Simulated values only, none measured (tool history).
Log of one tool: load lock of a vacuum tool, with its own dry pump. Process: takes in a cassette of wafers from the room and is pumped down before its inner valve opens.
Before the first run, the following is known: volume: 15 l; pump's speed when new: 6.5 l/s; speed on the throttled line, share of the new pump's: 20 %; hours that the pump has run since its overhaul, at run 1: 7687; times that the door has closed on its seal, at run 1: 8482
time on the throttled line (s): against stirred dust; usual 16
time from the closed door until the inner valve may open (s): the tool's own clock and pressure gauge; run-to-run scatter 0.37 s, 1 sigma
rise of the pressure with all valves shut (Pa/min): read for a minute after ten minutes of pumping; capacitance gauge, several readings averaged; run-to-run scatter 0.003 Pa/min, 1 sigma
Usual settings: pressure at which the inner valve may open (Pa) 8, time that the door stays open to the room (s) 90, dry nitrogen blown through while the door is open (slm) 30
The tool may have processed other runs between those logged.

run	hour	time on the throttled line (s)	pressure at which the inner valve may open (Pa)	time that the door stays open to the room (s)	dry nitrogen blown through while the door is open (slm)	hours that the pump has run since its overhaul	times that the door has closed on its seal	incoming humidity of the room's air, %	time from the closed door until the inner valve may open (s)	rise of the pressure with all valves shut (Pa/min)
1	0.0	16	8	90	30	7687	8482	50.0	36.8	0.101
2	121.9	16	8	90	30	7809	9073	44.9	36.6	0.097
3	320.9	16	8	90	30	8008	10038	45.5	36.6	0.106
4	474.5	16	8	30	30	8161	10782	45.0	36.3	0.089
5	693.0	16	8	30	30	8380	11841	46.9	36.1	0.099
6	880.5	16	8	90	30	8567	12751	46.5	37.3	0.120
7	1068.9	16	8	65	30	8756	13664	44.8	36.1	0.121
8	1187.2	16	8	65	30	8874	14237	46.9	36.6	0.122
9	1306.4	16	8	65	30	8993	14815	41.7	36.6	0.125
10	1436.1	16	8	65	30	9123	15444	47.8	36.9	0.133
11	1543.8	16	8	65	30	9230	15966	47.1	36.8	0.128
12	1755.2	16	8	65	30	9442	16991	45.8	37.2	0.138
13	1858.7	16	8	90	5	9545	17493	44.1	37.0	0.205
14	2081.8	16	8	90	5	9769	18574	45.5	36.8	0.217
15	2294.7	15	8	90	30	9981	19606	43.5	36.4	0.163
16	2492.6	16	15	90	30	10179	20566	46.8	35.6	0.176
17	2590.7	16	8	90	30	10277	21041	44.5	37.0	0.178
18	2722.0	16	8	191	30	10409	21678	44.5	37.1	0.200
19	2907.7	16	8	57	31	10594	22578	46.1	37.4	0.182
20	3044.8	19	9	139	9	10731	23243	44.8	39.3	0.263
21	3194.8	11	11	117	9	10881	23970	44.6	32.8	0.260
22	3304.6	11	11	117	9	10991	24502	45.0	32.8	0.264
23	3473.3	11	11	117	9	11160	25320	46.2	31.9	0.277
24	3575.8	11	11	117	9	11263	25817	43.0	32.2	0.276
25	3780.9	11	11	117	9	11468	26811	44.9	32.5	0.290
26	3899.8	16	12	37	9	11586	27387	49.5	36.4	0.263
27	3993.7	21	13	54	9	11680	27843	45.7	39.6	0.278
28	4110.8	31	13	54	28	11797	28410	40.0	47.3	0.245
29	4259.2	18	8	94	38	11946	29129	47.6	39.1	0.254
30	4418.7	16	9	29	5	12105	29903	42.9	36.5	0.293
31	4608.7	16	9	165	11	12295	30824	41.1	37.2	0.326
32	4709.7	16	8	165	11	12396	31313	42.8	38.1	0.348
33	4864.2	11	8	165	27	12551	32063	45.3	34.0	0.320
34	4958.9	11	8	165	11	12646	32522	44.3	33.4	0.355
35	5181.6	11	8	165	11	12868	33601	42.3	34.3	0.370
36	5379.4	16	8	162	12	13066	34560	46.5	38.1	0.383

Predict each of these 3 candidate next runs independently; none follows another, all start after run 36:
A	5475.0	15	6	114	30	13162	35024	42.8	?	?
B	5475.0	16	8	173	19	13162	35024	47.2	?	?
C	5475.0	16	8	90	9	13162	35024	44.3	?	?

run	time from the closed door until the inner valve may open (s)	rise of the pressure with all valves shut (Pa/min)
A	37.2	0.337
B	38.3	0.368
C	37.9	0.371
Had the tool no hidden state, the same runs would have come out as:
run	time from the closed door until the inner valve may open (s)	rise of the pressure with all valves shut (Pa/min)
A	34.1	0.051
B	35.3	0.087
C	35.1	0.090
